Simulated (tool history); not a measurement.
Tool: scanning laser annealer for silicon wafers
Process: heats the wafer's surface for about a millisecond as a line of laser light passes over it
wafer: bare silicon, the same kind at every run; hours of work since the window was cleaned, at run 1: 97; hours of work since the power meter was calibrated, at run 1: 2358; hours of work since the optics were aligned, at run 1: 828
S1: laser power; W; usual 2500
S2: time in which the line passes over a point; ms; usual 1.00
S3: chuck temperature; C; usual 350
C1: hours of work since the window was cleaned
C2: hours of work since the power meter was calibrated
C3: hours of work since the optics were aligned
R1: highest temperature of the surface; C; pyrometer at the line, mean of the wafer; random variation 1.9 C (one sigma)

Run 1, hour 0.0: usual settings; C1 97; C2 2358; C3 828. Result: R1 1190 C.
At hour 45.7: optics aligned, line set to its width.
Run 2, hour 48.2: usual settings; C1 130; C2 2390; C3 2. Result: R1 1190 C.
Run 3, hour 98.6: usual settings but S2 1.13 ms; C1 168; C2 2428; C3 40. Result: R1 1245 C.
Run 4, hour 154.8: usual settings but S2 1.13 ms; C1 210; C2 2470; C3 82. Result: R1 1248 C.
Run 5, hour 209.9: usual settings but S1 2424 W; C1 251; C2 2512; C3 124. Result: R1 1157 C.
Run 6, hour 265.0: usual settings but S1 2424 W; C1 293; C2 2553; C3 165. Result: R1 1154 C.
At hour 313.3: window over the wafer cleaned.
Run 7, hour 337.6: usual settings but S2 1.10 ms; C1 18; C2 2606; C3 218. Result: R1 1231 C.
Run 8, hour 400.2: usual settings but S2 1.10 ms; C1 65; C2 2654; C3 265. Result: R1 1229 C.
Run 9, hour 448.1: usual settings; C1 101; C2 2690; C3 301. Result: R1 1189 C.
Run 10, hour 525.7: usual settings; C1 160; C2 2748; C3 360. Result: R1 1185 C.
Run 11, hour 590.1: usual settings but S3 351 C; C1 208; C2 2796; C3 408. Result: R1 1190 C.
Run 12, hour 644.8: usual settings but S3 351 C; C1 249; C2 2838; C3 449. Result: R1 1190 C.
Run 13, hour 719.0: usual settings; C1 305; C2 2894; C3 505. Result: R1 1190 C.
At hour 748.2: window over the wafer cleaned.
Run 14, hour 781.4: usual settings; C1 25; C2 2939; C3 551. Result: R1 1187 C.
Run 15, hour 847.7: usual settings but S1 2692 W; C1 75; C2 2989; C3 601. Result: R1 1274 C.
Run 16, hour 901.3: usual settings; C1 115; C2 3029; C3 641. Result: R1 1189 C.
Run 17, hour 948.1: usual settings; C1 150; C2 3064; C3 676. Result: R1 1187 C.
Run 18, hour 1025.0: usual settings; C1 208; C2 3122; C3 734. Result: R1 1190 C.
Run 19, hour 1086.1: usual settings; C1 254; C2 3168; C3 780. Result: R1 1190 C.
Run 20, hour 1159.0: usual settings; C1 309; C2 3223; C3 835. Result: R1 1190 C.
At hour 1185.2: window over the wafer cleaned.
At hour 1199.1: optics aligned, line set to its width.
Run 21, hour 1224.8: usual settings but S1 2215 W, S2 1.03 ms, S3 311 C; C1 26; C2 3267; C3 19. Result: R1 1041 C.
Run 22, hour 1260.1: usual settings but S1 2455 W, S2 1.12 ms, S3 323 C; C1 53; C2 3294; C3 46. Result: R1 1194 C.
Run 23, hour 1332.4: usual settings but S1 2491 W, S2 1.12 ms, S3 323 C; C1 107; C2 3348; C3 100. Result: R1 1212 C.
Run 24, hour 1368.4: usual settings but S1 2643 W, S2 0.75 ms, S3 379 C; C1 134; C2 3375; C3 127. Result: R1 1153 C.
Run 25, hour 1438.0: usual settings but S1 2643 W, S2 0.75 ms, S3 379 C; C1 187; C2 3428; C3 180. Result: R1 1156 C.
Run 26, hour 1484.4: usual settings but S1 2643 W, S2 0.71 ms, S3 348 C; C1 221; C2 3463; C3 215. Result: R1 1100 C.
Run 27, hour 1541.0: usual settings; C1 264; C2 3505; C3 257. Result: R1 1189 C.
Run 28, hour 1597.7: usual settings but S1 2701 W; C1 307; C2 3548; C3 300. Result: R1 1276 C.
At hour 1628.1: window over the wafer cleaned.
Run 29, hour 1671.8: usual settings but S1 2371 W, S2 1.01 ms, S3 321 C; C1 33; C2 3602; C3 354. Result: R1 1108 C.
Run 30, hour 1744.9: usual settings but S1 2165 W, S3 354 C; C1 88; C2 3657; C3 409. Result: R1 1055 C.
Run 31, hour 1801.0: usual settings but S1 2150 W, S2 0.87 ms, S3 364 C; C1 130; C2 3700; C3 451. Result: R1 1008 C.
Run 32, hour 1873.8: usual settings but S3 365 C; C1 185; C2 3754; C3 506. Result: R1 1203 C.
Run 33, hour 1936.5: usual settings but S2 0.78 ms, S3 365 C; C1 232; C2 3802; C3 553. Result: R1 1101 C.
Run 34, hour 1982.8: usual settings but S1 2205 W, S2 0.78 ms, S3 317 C; C1 267; C2 3836; C3 588. Result: R1 944 C.
Run 35, hour 2034.3: usual settings but S1 2253 W, S2 1.08 ms, S3 317 C; C1 306; C2 3875; C3 627. Result: R1 1081 C.
At hour 2063.6: window over the wafer cleaned.
Run 36, hour 2112.2: usual settings but S1 2406 W, S2 1.17 ms, S3 369 C; C1 37; C2 3932; C3 684. Result: R1 1235 C.
Run 37, hour 2145.5: usual settings but S1 2406 W, S2 1.17 ms, S3 369 C; C1 62; C2 3957; C3 709. Result: R1 1234 C.
Run 38, hour 2201.4: usual settings but S1 2508 W, S2 1.18 ms, S3 340 C; C1 104; C2 3999; C3 751. Result: R1 1259 C.
Run 39, hour 2245.4: usual settings but S1 2508 W, S2 1.18 ms, S3 340 C; C1 137; C2 4032; C3 784. Result: R1 1259 C.
Run 40, hour 2311.5: usual settings but S1 2499 W, S2 0.86 ms, S3 389 C; C1 187; C2 4082; C3 834. Result: R1 1164 C.

Forecast each of these 4 alternatives for the next run:
At hour 2349.7: optics aligned, line set to its width.
Run A, hour 2367.0: usual settings but S1 2662 W, S2 0.81 ms, S3 379 C; C1 225; C2 4120; C3 13. Result: R1 ?.
At hour 2349.7: optics aligned, line set to its width.
Run B, hour 2367.0: usual settings but S2 0.76 ms; C1 225; C2 4120; C3 13. Result: R1 ?.
At hour 2349.7: optics aligned, line set to its width.
Run C, hour 2367.0: usual settings but S1 2699 W, S2 0.97 ms, S3 329 C; C1 225; C2 4120; C3 13. Result: R1 ?.
At hour 2349.7: optics aligned, line set to its width.
Run D, hour 2367.0: usual settings but S1 2553 W, S2 0.79 ms; C1 225; C2 4120; C3 13. Result: R1 ?.

run    R1
  A  1193
  B  1073
  C  1243
  D  1110
Without the tool's hidden state the same runs would have given:
run    R1
  A  1195
  B  1074
  C  1244
  D  1112
